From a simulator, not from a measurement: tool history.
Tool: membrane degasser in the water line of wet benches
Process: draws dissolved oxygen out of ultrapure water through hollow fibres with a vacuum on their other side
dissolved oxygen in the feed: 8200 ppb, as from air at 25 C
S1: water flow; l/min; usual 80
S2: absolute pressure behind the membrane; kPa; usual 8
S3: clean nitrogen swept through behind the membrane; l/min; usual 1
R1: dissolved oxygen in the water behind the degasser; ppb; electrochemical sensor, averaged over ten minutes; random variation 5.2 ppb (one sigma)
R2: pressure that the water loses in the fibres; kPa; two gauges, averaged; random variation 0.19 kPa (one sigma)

run    hour   S1     S2    S3      R1     R2
  1       0   80      8     1   617.3  37.46
  2   145.7   80      8     1     614  36.92
  3   309.9   80      8     1   609.6  37.32
  4   422.6   80      8     1   622.7  37.66
  5   592.8   80      8     1   620.2  37.27
      610.6  -- vacuum gauge calibrated
  6   775.2   80      8     1   622.8  37.41
  7   966.6   80      8     1     621   37.3
  8  1087.4   80  11.52     1  1016.2  37.42
  9  1188.6   80  11.52     1  1024.3  37.27
 10    1373   80  11.52     1  1028.2   37.5
 11  1473.5   80  11.52     1  1014.5  37.49
 12    1569   80  11.52     1  1021.8  37.48
 13  1726.5   80      8  2.16   364.6  37.63
 14  1864.7  106      8     1   746.4  49.25
 15  1971.2   80      8  1.05   597.1   37.3
 16  2145.8   80      8  1.05     594  37.21
 17  2290.8   80      8  1.05   600.7  37.13
 18  2475.1   80      8  1.05   601.7  37.03
 19  2640.5   89  12.85  1.43  1004.1  41.74
 20  2762.8  127   6.98  1.58   552.7   58.6
 21  2896.4  127   6.98  1.58   561.5  59.26
 22  3086.4   80   6.98  1.98   306.4  37.62
 23  3225.9   80   6.98  1.98   306.1  37.72
 24  3314.4   80   6.98  1.98   303.5  37.48
 25  3511.8   80   6.98  2.81   234.9  37.53
 26  3701.8   49   6.98  2.81   146.7  22.88
 27  3899.9   81      8     1   612.4  37.55
 28  3983.1   81      8  1.13     575  37.61
 29  4088.3   52      8     1   452.5  23.91
 30  4199.5   81      8  1.45   480.8  37.63
 31  4395.6   80  11.12  1.15   903.3  37.42
 32  4509.2   87      8     1   648.3  40.63

3 ways to go on from here, each from the tool as it stands after run 32. What would each give?
  A  4623  67   9.21  1.87   ?   ?
  B  4623  53      8  0.66   ?   ?
  C  4623  87  10.43     1   ?   ?

run     R1     R2
  A    426  31.05
  B  609.4  24.66
  C  949.7  40.75
Without the tool's hidden state the same runs would have given:
run     R1     R2
  A  425.5  31.02
  B  608.6  24.64
  C  948.8   40.7
